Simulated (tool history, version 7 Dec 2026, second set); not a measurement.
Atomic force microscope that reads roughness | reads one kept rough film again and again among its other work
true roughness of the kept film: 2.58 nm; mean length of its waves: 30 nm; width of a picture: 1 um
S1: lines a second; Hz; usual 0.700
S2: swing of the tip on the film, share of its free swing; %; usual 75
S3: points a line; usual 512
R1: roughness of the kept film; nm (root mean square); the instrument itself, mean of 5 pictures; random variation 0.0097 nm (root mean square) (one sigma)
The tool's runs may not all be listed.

Run 1, hour 0.0: usual settings. Result: R1 1.843 nm (root mean square).
At hour 36.5: new tip fitted.
Run 2, hour 38.4: usual settings. Result: R1 2.171 nm (root mean square).
Run 3, hour 57.2: usual settings. Result: R1 2.025 nm (root mean square).
Run 4, hour 93.8: usual settings. Result: R1 1.781 nm (root mean square).
At hour 97.9: height scale calibrated on a step standard.
At hour 112.4: new tip fitted.
Run 5, hour 128.1: usual settings. Result: R1 2.056 nm (root mean square).
Run 6, hour 145.3: usual settings. Result: R1 1.929 nm (root mean square).
Run 7, hour 174.2: usual settings but S1 1.147 Hz. Result: R1 1.712 nm (root mean square).
At hour 187.4: new tip fitted.
Run 8, hour 195.1: usual settings but S1 0.855 Hz, S3 903. Result: R1 2.071 nm (root mean square).
Run 9, hour 232.1: usual settings but S1 0.855 Hz, S2 61 %, S3 903. Result: R1 1.895 nm (root mean square).
At hour 262.9: height scale calibrated on a step standard, once more.
At hour 263.4: new tip fitted.
Run 10, hour 268.2: usual settings but S2 66 %, S3 612. Result: R1 2.193 nm (root mean square).
Run 11, hour 307.9: usual settings but S2 66 %, S3 612. Result: R1 1.866 nm (root mean square).
At hour 337.4: new tip fitted.
Run 12, hour 344.5: usual settings but S1 0.624 Hz, S2 68 %, S3 478. Result: R1 2.165 nm (root mean square).

4 ways to go on from here, each from the tool as it stands after run 12. What would each give?
Run A, hour 371.9: usual settings but S1 1.893 Hz, S2 68 %, S3 478. Result: R1 ?.
Run B, hour 371.9: usual settings but S1 0.624 Hz, S3 478. Result: R1 ?.
Run C, hour 371.9: usual settings but S1 2.081 Hz, S2 84 %. Result: R1 ?.
Run D, hour 371.9: usual settings but S1 0.624 Hz, S2 83 %, S3 441. Result: R1 ?.

run     R1
  A  1.850
  B  1.934
  C  1.658
  D  1.892
Without the tool's hidden state the same runs would have given:
run     R1
  A  2.106
  B  2.202
  C  1.888
  D  2.154
